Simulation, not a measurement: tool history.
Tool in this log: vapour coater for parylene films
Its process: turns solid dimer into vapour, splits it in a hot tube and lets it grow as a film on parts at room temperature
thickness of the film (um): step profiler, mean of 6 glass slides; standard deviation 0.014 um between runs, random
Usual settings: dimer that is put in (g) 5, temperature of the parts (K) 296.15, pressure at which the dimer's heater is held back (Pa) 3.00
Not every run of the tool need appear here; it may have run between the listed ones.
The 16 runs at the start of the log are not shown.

run	day	dimer that is put in (g)	temperature of the parts (K)	pressure at which the dimer's heater is held back (Pa)	thickness of the film (um)
17	26.675	2	296.15	5.03	0.44
# day 27.712: table's thermometer calibrated
18	28.446	6	289.15	3.00	1.56
19	29.704	3	299.15	3.00	0.60
20	31.950	7	293.15	3.00	1.70
# day 32.733: trap's valve overhauled
21	33.317	7	288.15	3.00	2.06
22	34.896	7	288.15	3.00	2.05
23	36.596	3	292.15	4.36	0.85
24	38.771	2	296.15	3.00	0.49
25	40.183	2	296.15	3.00	0.50
26	41.612	5	294.15	4.96	1.27
# day 41.858: table's thermometer calibrated, once more
27	43.675	5	294.15	4.96	1.20
28	45.262	5	294.15	4.96	1.21
29	46.517	6	301.15	9.17	1.06
30	48.808	6	301.15	9.17	1.05
31	50.412	6	301.15	9.17	1.02
32	52.054	8	293.15	8.85	1.87

Each row is a separate what-if for the run after 32, all from the same tool condition, not one after another. Results?
A	54.025	4	296.15	3.00	?
B	54.025	3	296.15	3.00	?
C	54.025	6	301.15	2.54	?
D	54.025	2	293.15	7.67	?
E	54.025	3	290.15	7.98	?

run	thickness of the film (um)
A	0.88
B	0.64
C	1.09
D	0.44
E	0.80
Without the tool's hidden state the same runs would have given:
run	thickness of the film (um)
A	0.98
B	0.72
C	1.21
D	0.50
E	0.89
